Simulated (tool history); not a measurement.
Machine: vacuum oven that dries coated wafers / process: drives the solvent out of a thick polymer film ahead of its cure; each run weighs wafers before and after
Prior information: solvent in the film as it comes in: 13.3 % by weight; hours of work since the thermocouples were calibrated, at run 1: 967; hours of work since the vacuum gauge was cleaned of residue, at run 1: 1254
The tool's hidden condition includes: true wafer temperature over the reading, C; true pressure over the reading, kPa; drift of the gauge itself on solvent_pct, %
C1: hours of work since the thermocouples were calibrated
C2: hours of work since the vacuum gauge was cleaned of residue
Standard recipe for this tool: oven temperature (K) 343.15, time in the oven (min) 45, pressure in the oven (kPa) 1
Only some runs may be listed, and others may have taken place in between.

Run 1, hour 0: usual settings; C1 967; C2 1254. Result: solvent left in the film (%) 2.92.
Run 2, hour 36: usual settings but pressure in the oven (kPa) 2.58; C1 984; C2 1271. Result: solvent left in the film (%) 3.2.
Run 3, hour 113.6: usual settings; C1 1021; C2 1308. Result: solvent left in the film (%) 2.92.
Run 4, hour 167.9: usual settings; C1 1047; C2 1334. Result: solvent left in the film (%) 2.92.
Run 5, hour 225: usual settings; C1 1074; C2 1361. Result: solvent left in the film (%) 2.92.
Run 6, hour 300.7: usual settings; C1 1110; C2 1397. Result: solvent left in the film (%) 2.92.
Run 7, hour 350: usual settings but oven temperature (K) 351.15, pressure in the oven (kPa) 0.84; C1 1134; C2 1420. Result: solvent left in the film (%) 1.67.
Run 8, hour 397.8: usual settings but oven temperature (K) 351.15, pressure in the oven (kPa) 0.84; C1 1156; C2 1443. Result: solvent left in the film (%) 1.67.
At hour 413.2: vacuum gauge cleaned of residue and calibrated.
Run 9, hour 472.9: usual settings but oven temperature (K) 352.15, time in the oven (min) 56, pressure in the oven (kPa) 0.83; C1 1191; C2 28. Result: solvent left in the film (%) 1.
Run 10, hour 518.4: usual settings but oven temperature (K) 345.15, time in the oven (min) 49, pressure in the oven (kPa) 2.24; C1 1213; C2 50. Result: solvent left in the film (%) 2.47.

Take each entry between the runs: how does the hidden state at the last listed run before it differ from the hidden state at the first listed run after it?
Logged between run 8 and run 9: vacuum gauge cleaned of residue and calibrated (hour 413.2)
  true pressure over the reading, kPa: 0.022 -> 0
